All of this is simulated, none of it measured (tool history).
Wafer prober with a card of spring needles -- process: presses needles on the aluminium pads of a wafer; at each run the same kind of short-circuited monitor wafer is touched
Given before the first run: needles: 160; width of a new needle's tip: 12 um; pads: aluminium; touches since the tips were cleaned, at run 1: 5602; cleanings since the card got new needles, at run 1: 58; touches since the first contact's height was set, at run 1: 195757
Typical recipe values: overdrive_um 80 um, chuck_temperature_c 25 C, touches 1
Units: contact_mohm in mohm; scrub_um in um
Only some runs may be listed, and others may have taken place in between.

run,hour,overdrive_um,chuck_temperature_c,touches,touches since the tips were cleaned,cleanings since the card got new needles,touches since the first contact's height was set,contact_mohm,scrub_um
1,0,80,25,1,5602,58,195757,299,10.17
# hour 2.7: tips cleaned on abrasive film
# hour 17.3: tips cleaned on abrasive film
2,24.1,80,25,1,2985,60,206264,282,10.17
# hour 34: tips cleaned on abrasive film
3,41.4,89,25,1,3242,61,213832,282,11.32
# hour 50.4: tips cleaned on abrasive film
# hour 50.7: height of the first contact set anew
4,56,89,25,1,2306,62,2306,273,11.6
# hour 65.1: tips cleaned on abrasive film
5,69.3,89,25,1,1853,63,8134,268,11.59
# hour 79.9: tips cleaned on abrasive film
6,83,89,25,1,1360,64,14093,264,11.61
# hour 96.3: tips cleaned on abrasive film
7,109.1,89,25,1,5618,65,25543,296,11.59
# hour 111.7: tips cleaned on abrasive film
# hour 126.7: tips cleaned on abrasive film
8,126.7,89,25,1,0,67,33206,249,11.55
# hour 142.3: tips cleaned on abrasive film
9,146.9,89,25,1,2028,68,42074,277,11.56
# hour 157.3: tips cleaned on abrasive film
# hour 172: tips cleaned on abrasive film
10,172,80,25,2,0,70,53048,256,10.34
# hour 186.5: tips cleaned on abrasive film
11,195.1,80,25,2,3797,71,63172,277,10.38
# hour 201: tips cleaned on abrasive film
# hour 215.3: tips cleaned on abrasive film
12,223.9,78,25,1,3784,73,75770,300,10.06
# hour 230.5: tips cleaned on abrasive film
# hour 245.4: tips cleaned on abrasive film
13,245.4,74,50,3,0,75,85128,260,9.53
# hour 259.8: tips cleaned on abrasive film
14,263.2,62,50,1,1529,76,92933,297,7.94
# hour 274.5: tips cleaned on abrasive film
15,284.5,76,51,2,4378,77,102244,287,9.77
# hour 289: tips cleaned on abrasive film
# hour 304.4: tips cleaned on abrasive film
16,306,80,28,3,730,79,111648,251,10.25
# hour 319.7: tips cleaned on abrasive film
17,332.6,67,40,1,5683,80,123304,334,8.58
# hour 334.5: tips cleaned on abrasive film
# hour 349.2: tips cleaned on abrasive film
18,359.2,82,66,1,4365,82,134901,305,10.49
# hour 365.2: tips cleaned on abrasive film
# hour 380.3: tips cleaned on abrasive film
19,387.4,82,66,1,3088,84,147232,301,10.49
# hour 394.7: tips cleaned on abrasive film
20,404.9,80,97,1,4487,85,154913,313,10.25
# hour 410.9: tips cleaned on abrasive film
# hour 425.2: tips cleaned on abrasive film
21,430.1,80,109,1,2162,87,165916,300,10.21

Alternative continuations, all from the tool just after run 21; predict every row:
# hour 439.6: tips cleaned on abrasive film
A,446.3,85,63,1,2941,88,173016,?,?
# hour 439.6: tips cleaned on abrasive film
B,446.3,63,67,1,2941,88,173016,?,?
# hour 439.6: tips cleaned on abrasive film
C,446.3,68,35,1,2941,88,173016,?,?

run,contact_mohm,scrub_um
A,286,10.86
B,320,8
C,305,8.64
What these runs would have given with no unlogged condition in the tool:
run,contact_mohm,scrub_um
A,251,11.08
B,261,8.22
C,251,8.86

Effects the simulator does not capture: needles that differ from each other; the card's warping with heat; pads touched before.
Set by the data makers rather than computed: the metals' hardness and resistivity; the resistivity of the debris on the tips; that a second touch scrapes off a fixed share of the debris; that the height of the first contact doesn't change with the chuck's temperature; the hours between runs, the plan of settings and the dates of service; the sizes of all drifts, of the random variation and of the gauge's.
